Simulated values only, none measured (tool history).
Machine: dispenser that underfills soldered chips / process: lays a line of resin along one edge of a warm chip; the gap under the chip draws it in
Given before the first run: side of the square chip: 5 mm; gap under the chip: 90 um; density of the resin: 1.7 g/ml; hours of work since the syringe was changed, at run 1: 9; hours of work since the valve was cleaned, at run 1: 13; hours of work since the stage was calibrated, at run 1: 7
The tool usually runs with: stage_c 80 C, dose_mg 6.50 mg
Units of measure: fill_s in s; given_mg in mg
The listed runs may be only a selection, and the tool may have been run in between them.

| run | hour | stage_c | dose_mg | hours of work since the syringe was changed | hours of work since the valve was cleaned | hours of work since the stage was calibrated | fill_s | given_mg |
|---|---|---|---|---|---|---|---|---|
| 1 | 0.0 | 80 | 6.50 | 9 | 13 | 7 | 18.2 | 6.42 |
| 2 | 4.0 | 80 | 8.03 | 11 | 16 | 9 | 19.3 | 7.93 |
|  | 4.9 | new syringe of resin |
| 3 | 8.1 | 80 | 8.03 | 2 | 18 | 12 | 14.2 | 7.88 |
| 4 | 11.3 | 80 | 8.03 | 4 | 20 | 14 | 14.8 | 7.87 |
| 5 | 13.9 | 90 | 8.03 | 6 | 22 | 15 | 10.6 | 7.91 |
| 6 | 17.9 | 93 | 6.50 | 8 | 24 | 18 | 10.5 | 6.35 |
| 7 | 22.8 | 80 | 5.53 | 11 | 27 | 21 | 19.9 | 5.41 |
|  | 23.4 | new syringe of resin |
| 8 | 27.6 | 80 | 5.53 | 3 | 30 | 24 | 14.8 | 5.38 |
| 9 | 32.4 | 78 | 6.50 | 6 | 33 | 27 | 17.9 | 6.30 |
| 10 | 37.8 | 78 | 6.50 | 9 | 36 | 30 | 19.9 | 6.29 |
| 11 | 40.3 | 80 | 6.50 | 11 | 38 | 31 | 19.3 | 6.29 |
|  | 42.0 | new syringe of resin |
| 12 | 44.8 | 80 | 6.50 | 2 | 40 | 34 | 14.4 | 6.29 |
| 13 | 50.2 | 80 | 6.50 | 5 | 44 | 37 | 15.8 | 6.28 |
| 14 | 54.2 | 80 | 6.50 | 8 | 46 | 40 | 17.6 | 6.24 |
| 15 | 58.0 | 80 | 6.50 | 10 | 49 | 42 | 19.0 | 6.27 |
|  | 60.4 | new syringe of resin |
| 16 | 61.0 | 65 | 6.50 | 0 | 50 | 44 | 26.9 | 6.24 |
| 17 | 64.7 | 65 | 6.50 | 3 | 52 | 46 | 28.5 | 6.24 |
| 18 | 67.0 | 81 | 7.87 | 4 | 54 | 48 | 15.2 | 7.51 |
| 19 | 71.0 | 91 | 6.60 | 7 | 56 | 50 | 10.5 | 6.29 |
| 20 | 75.8 | 90 | 6.03 | 10 | 59 | 53 | 12.7 | 5.74 |
|  | 79.0 | new syringe of resin |
| 21 | 80.6 | 90 | 6.03 | 1 | 62 | 56 | 9.3 | 5.74 |
| 22 | 85.0 | 82 | 6.85 | 4 | 65 | 59 | 13.9 | 6.45 |

What does the tool deliver on the next run?
| 23 | 89.3 | 78 | 6.78 | 6 | 68 | 61 | ? | ? |

Run 23 measured fill_s 17.8 s, given_mg 6.38 mg.
Had the tool carried no hidden state, the very same run would have given fill_s 14.8 s, given_mg 6.76 mg.
